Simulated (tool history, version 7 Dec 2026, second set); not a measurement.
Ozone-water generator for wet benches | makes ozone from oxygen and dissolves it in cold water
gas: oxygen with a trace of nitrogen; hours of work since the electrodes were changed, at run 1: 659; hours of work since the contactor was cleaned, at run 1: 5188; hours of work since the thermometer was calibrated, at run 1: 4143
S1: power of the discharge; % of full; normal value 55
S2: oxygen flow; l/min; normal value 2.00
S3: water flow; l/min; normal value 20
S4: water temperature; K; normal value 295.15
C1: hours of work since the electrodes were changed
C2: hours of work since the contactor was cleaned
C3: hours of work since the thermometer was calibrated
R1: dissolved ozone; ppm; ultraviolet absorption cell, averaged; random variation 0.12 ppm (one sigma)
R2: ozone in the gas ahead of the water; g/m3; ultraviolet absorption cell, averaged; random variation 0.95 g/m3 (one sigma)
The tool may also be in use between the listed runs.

| run | hour | S1 | S2 | S3 | S4 | C1 | C2 | C3 | R1 | R2 |
|---|---|---|---|---|---|---|---|---|---|---|
| 1 | 0.0 | 55 | 2.00 | 20 | 295.15 | 659 | 5188 | 4143 | 9.2 | 162.3 |
| 2 | 105.9 | 55 | 2.00 | 20 | 295.15 | 728 | 5258 | 4213 | 9.1 | 161.4 |
| 3 | 207.4 | 55 | 2.00 | 15 | 295.15 | 795 | 5324 | 4279 | 12.0 | 159.7 |
| 4 | 287.0 | 81 | 2.00 | 20 | 295.15 | 847 | 5376 | 4332 | 12.4 | 214.7 |
| 5 | 381.0 | 43 | 2.00 | 20 | 295.15 | 909 | 5438 | 4393 | 7.8 | 132.2 |
| 6 | 526.0 | 43 | 2.00 | 20 | 295.15 | 1004 | 5533 | 4488 | 7.5 | 131.5 |
| 7 | 661.5 | 48 | 1.96 | 24 | 293.15 | 1093 | 5622 | 4577 | 6.9 | 146.3 |
| 8 | 812.8 | 48 | 1.96 | 24 | 293.15 | 1192 | 5721 | 4676 | 6.8 | 144.3 |

For run 9, what comes out?
| 9 | 906.1 | 53 | 2.40 | 26 | 294.15 | 1253 | 5782 | 4738 | ? | ? |

{"run 9": {"R1": 7.5, "R2": 145.6}}
Minus the tool's unlogged condition, the same run would have read R1 8.0 ppm, R2 148.5 g/m3.

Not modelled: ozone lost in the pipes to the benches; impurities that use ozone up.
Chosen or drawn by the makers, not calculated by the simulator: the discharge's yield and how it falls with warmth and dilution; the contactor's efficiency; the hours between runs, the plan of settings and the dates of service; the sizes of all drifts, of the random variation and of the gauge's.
